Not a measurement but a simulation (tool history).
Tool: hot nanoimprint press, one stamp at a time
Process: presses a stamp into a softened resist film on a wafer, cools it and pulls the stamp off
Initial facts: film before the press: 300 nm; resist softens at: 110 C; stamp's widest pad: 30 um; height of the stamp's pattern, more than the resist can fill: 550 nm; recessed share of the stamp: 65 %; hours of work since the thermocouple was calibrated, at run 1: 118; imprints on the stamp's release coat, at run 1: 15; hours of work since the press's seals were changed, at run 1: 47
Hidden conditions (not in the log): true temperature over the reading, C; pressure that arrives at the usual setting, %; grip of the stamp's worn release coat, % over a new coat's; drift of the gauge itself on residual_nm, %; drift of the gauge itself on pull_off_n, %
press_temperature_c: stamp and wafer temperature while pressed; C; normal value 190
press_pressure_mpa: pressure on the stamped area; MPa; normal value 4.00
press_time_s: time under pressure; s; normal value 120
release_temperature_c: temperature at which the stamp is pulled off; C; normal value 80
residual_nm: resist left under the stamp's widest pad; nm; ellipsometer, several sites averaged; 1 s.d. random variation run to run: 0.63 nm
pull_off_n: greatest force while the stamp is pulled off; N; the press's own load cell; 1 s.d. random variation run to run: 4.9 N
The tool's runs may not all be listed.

run     day  press_temperature_c  press_pressure_mpa  press_time_s  release_temperature_c  hours of work since the thermocouple was calibrated  imprints on the stamp's release coat  hours of work since the press's seals were changed  residual_nm  pull_off_n
  1   0.000                  190                4.00           120                     80                                                  118                                    15                                                  47        123.3         240
  2   0.500                  190                4.00           120                     80                                                  123                                    52                                                  53        123.2         249
  3   1.075                  190                4.00           120                     80                                                  129                                    94                                                  59        122.9         239
  4   1.442                  190                2.44           120                     80                                                  133                                   121                                                  62        150.0         236
  5   2.167                  190                2.44           120                     80                                                  140                                   175                                                  70        150.6         234
  6   2.717                  181                2.44           120                     80                                                  146                                   215                                                  75        200.1         237
  7   3.308                  181                2.44           120                     80                                                  152                                   259                                                  82        201.3         237
  8   3.788                  181                2.44            96                     80                                                  157                                   294                                                  86        214.8         239
  9   4.483                  181                2.44            96                     80                                                  164                                   346                                                  94        214.6         236
 10   5.012                  181                2.44            96                     80                                                  169                                   385                                                  99        214.2         245
 11   5.542                  181                2.44            96                     83                                                  175                                   424                                                 104        213.7         214
 12   5.983                  181                2.44            96                     83                                                  179                                   456                                                 109        214.0         216
 13   6.662                  181                2.44            96                     83                                                  186                                   506                                                 116        213.7         216
 14   7.188                  195                4.15           120                     66                                                  192                                   545                                                 121        100.1         345
 15   7.588                  195                4.15           120                     79                                                  196                                   575                                                 126        100.3         247
 16   7.912                  200                4.68            86                     83                                                  199                                   599                                                 129         90.6         221
 17   8.575                  200                4.68           100                     80                                                  206                                   648                                                 136         85.6         235
 18   9.217                  200                4.68           100                     80                                                  213                                   695                                                 142         85.1         239
 19   9.796                  190                3.67            66                     80                                                  219                                   738                                                 148        161.8         241
 20  10.425                  190                3.67           168                     84                                                  225                                   784                                                 155        113.3         204
 21  10.838                  179                4.00           175                     75                                                  229                                   815                                                 159        167.4         276
 22  11.400                  186                4.15           175                     78                                                  235                                   856                                                 165        123.7         247
 23  11.925                  186                4.15           175                     78                                                  241                                   895                                                 170        122.7         248

Consider 3 possible next runs. They are alternatives, not a sequence: every one starts from the tool as it was left by run 23. What does each give?
  A  12.250                  190                4.00           143                     73                                                  244                                   919                                                 173            ?           ?
  B  12.250                  195                4.15            76                     78                                                  244                                   919                                                 173            ?           ?
  C  12.250                  193                4.00           149                     70                                                  244                                   919                                                 173            ?           ?

run  residual_nm  pull_off_n
  A        117.5         293
  B        123.3         264
  C        100.7         309
Stripped of hidden state, with their random variation kept, the same runs would have yielded:
run  residual_nm  pull_off_n
  A        115.1         292
  B        120.7         262
  C         98.7         308
